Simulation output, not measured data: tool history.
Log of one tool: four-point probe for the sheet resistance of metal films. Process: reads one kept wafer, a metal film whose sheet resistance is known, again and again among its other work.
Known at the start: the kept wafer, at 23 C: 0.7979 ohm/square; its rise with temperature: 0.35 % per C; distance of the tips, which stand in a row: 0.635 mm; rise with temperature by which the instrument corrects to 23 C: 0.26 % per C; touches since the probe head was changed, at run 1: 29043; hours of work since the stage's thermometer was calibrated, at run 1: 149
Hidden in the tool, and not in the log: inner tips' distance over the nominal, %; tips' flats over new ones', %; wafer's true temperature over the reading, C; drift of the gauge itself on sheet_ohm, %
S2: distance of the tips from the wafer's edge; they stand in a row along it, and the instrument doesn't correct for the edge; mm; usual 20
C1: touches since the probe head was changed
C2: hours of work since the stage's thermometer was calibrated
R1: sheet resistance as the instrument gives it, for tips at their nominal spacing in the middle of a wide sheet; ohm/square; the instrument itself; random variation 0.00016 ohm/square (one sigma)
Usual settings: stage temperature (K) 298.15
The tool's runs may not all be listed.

Run 1, hour 0: usual settings; C1 29043; C2 149. Result: R1 0.798083 ohm/square.
Run 2, hour 8.2: usual settings; C1 29377; C2 155. Result: R1 0.798216 ohm/square.
Run 3, hour 24.6: usual settings but stage temperature (K) 303.15; C1 30049; C2 165. Result: R1 0.801566 ohm/square.
Run 4, hour 38.7: usual settings but stage temperature (K) 299.15; C1 30626; C2 175. Result: R1 0.799002 ohm/square.
Run 5, hour 53.7: usual settings; C1 31238; C2 184. Result: R1 0.798051 ohm/square.
Run 6, hour 71.6: usual settings; C1 31971; C2 196. Result: R1 0.797941 ohm/square.
Run 7, hour 81.3: usual settings; C1 32369; C2 202. Result: R1 0.798309 ohm/square.
Run 8, hour 90.8: usual settings but S2 3 mm; C1 32757; C2 208. Result: R1 0.816451 ohm/square.
Run 9, hour 101.2: usual settings but S2 3 mm; C1 33179; C2 215. Result: R1 0.816389 ohm/square.
Run 10, hour 118.1: usual settings but S2 3 mm; C1 33873; C2 226. Result: R1 0.816557 ohm/square.
Run 11, hour 131.7: usual settings but stage temperature (K) 296.15; C1 34428; C2 235. Result: R1 0.796979 ohm/square.
Run 12, hour 140.1: usual settings but stage temperature (K) 296.15; C1 34771; C2 241. Result: R1 0.796898 ohm/square.
Run 13, hour 149.5: usual settings but stage temperature (K) 296.15; C1 35156; C2 247. Result: R1 0.796649 ohm/square.
Run 14, hour 158.2: usual settings but stage temperature (K) 296.15; C1 35513; C2 252. Result: R1 0.796723 ohm/square.
Run 15, hour 174.6: usual settings but stage temperature (K) 296.15; C1 36182; C2 263. Result: R1 0.796934 ohm/square.
At hour 176.8: stage's thermometer calibrated.
Run 16, hour 190.9: usual settings but stage temperature (K) 296.15; C1 36829; C2 9. Result: R1 0.797011 ohm/square.
Run 17, hour 204.6: usual settings but stage temperature (K) 296.15; C1 37390; C2 18. Result: R1 0.79698 ohm/square.
Run 18, hour 218.9: usual settings but stage temperature (K) 296.15; C1 37973; C2 27. Result: R1 0.797125 ohm/square.
Run 19, hour 237.1: usual settings but S2 12 mm; C1 38718; C2 39. Result: R1 0.799161 ohm/square.
Run 20, hour 246.9: usual settings but S2 12 mm; C1 39120; C2 46. Result: R1 0.799175 ohm/square.
Run 21, hour 254.7: usual settings; C1 39437; C2 51. Result: R1 0.79853 ohm/square.
At hour 262.8: stage's thermometer calibrated, once more.
Run 22, hour 273.3: usual settings; C1 40179; C2 7. Result: R1 0.797744 ohm/square.
Run 23, hour 285.6: usual settings but stage temperature (K) 294.15, S2 58 mm; C1 40682; C2 15. Result: R1 0.794792 ohm/square.
Run 24, hour 294.7: usual settings but stage temperature (K) 294.15, S2 58 mm; C1 41053; C2 21. Result: R1 0.794492 ohm/square.
Run 25, hour 312.6: usual settings but stage temperature (K) 291.15, S2 5 mm; C1 41787; C2 33. Result: R1 0.799159 ohm/square.
Run 26, hour 325.6: usual settings but stage temperature (K) 294.15, S2 72 mm; C1 42319; C2 41. Result: R1 0.79436 ohm/square.
Run 27, hour 336.6: usual settings but stage temperature (K) 295.15, S2 23 mm; C1 42769; C2 48. Result: R1 0.795602 ohm/square.
Run 28, hour 344.6: usual settings but stage temperature (K) 292.15, S2 17 mm; C1 43096; C2 53. Result: R1 0.793807 ohm/square.
Run 29, hour 352.4: usual settings but stage temperature (K) 292.15, S2 17 mm; C1 43412; C2 58. Result: R1 0.793331 ohm/square.
Run 30, hour 369.9: usual settings but stage temperature (K) 292.15, S2 17 mm; C1 44130; C2 70. Result: R1 0.793551 ohm/square.
Run 31, hour 381.2: usual settings but stage temperature (K) 303.15, S2 8 mm; C1 44591; C2 77. Result: R1 0.803374 ohm/square.
Run 32, hour 396.5: usual settings but stage temperature (K) 295.15, S2 10 mm; C1 45217; C2 87. Result: R1 0.797095 ohm/square.
Run 33, hour 411.3: usual settings but stage temperature (K) 297.15, S2 36 mm; C1 45824; C2 97. Result: R1 0.796831 ohm/square.
Run 34, hour 429.5: usual settings but stage temperature (K) 307.15; C1 46566; C2 109. Result: R1 0.804121 ohm/square.
Run 35, hour 445.9: usual settings but stage temperature (K) 295.15, S2 3 mm; C1 47237; C2 119. Result: R1 0.813607 ohm/square.
Run 36, hour 458.4: usual settings but stage temperature (K) 305.15, S2 4 mm; C1 47746; C2 127. Result: R1 0.812606 ohm/square.
Run 37, hour 468.4: usual settings but stage temperature (K) 305.15, S2 4 mm; C1 48158; C2 134. Result: R1 0.812598 ohm/square.
Run 38, hour 476.1: usual settings but S2 8 mm; C1 48471; C2 139. Result: R1 0.799903 ohm/square.
Run 39, hour 484.5: usual settings but S2 8 mm; C1 48817; C2 145. Result: R1 0.799639 ohm/square.
Run 40, hour 492.9: usual settings but stage temperature (K) 292.15, S2 59 mm; C1 49159; C2 150. Result: R1 0.792797 ohm/square.
Run 41, hour 503.7: usual settings but stage temperature (K) 292.15, S2 59 mm; C1 49601; C2 157. Result: R1 0.793166 ohm/square.
Run 42, hour 518.8: usual settings but stage temperature (K) 303.15, S2 21 mm; C1 50218; C2 167. Result: R1 0.800846 ohm/square.
Run 43, hour 526.7: usual settings but S2 60 mm; C1 50542; C2 172. Result: R1 0.797335 ohm/square.

Forecast run 44:
Run 44, hour 537.7: usual settings but stage temperature (K) 295.15, S2 60 mm; C1 50991; C2 179. Result: R1 ?.

{"run 44": {"R1": 0.795178}}
Without the tool's hidden state the same run would have given R1 0.797325 ohm/square.
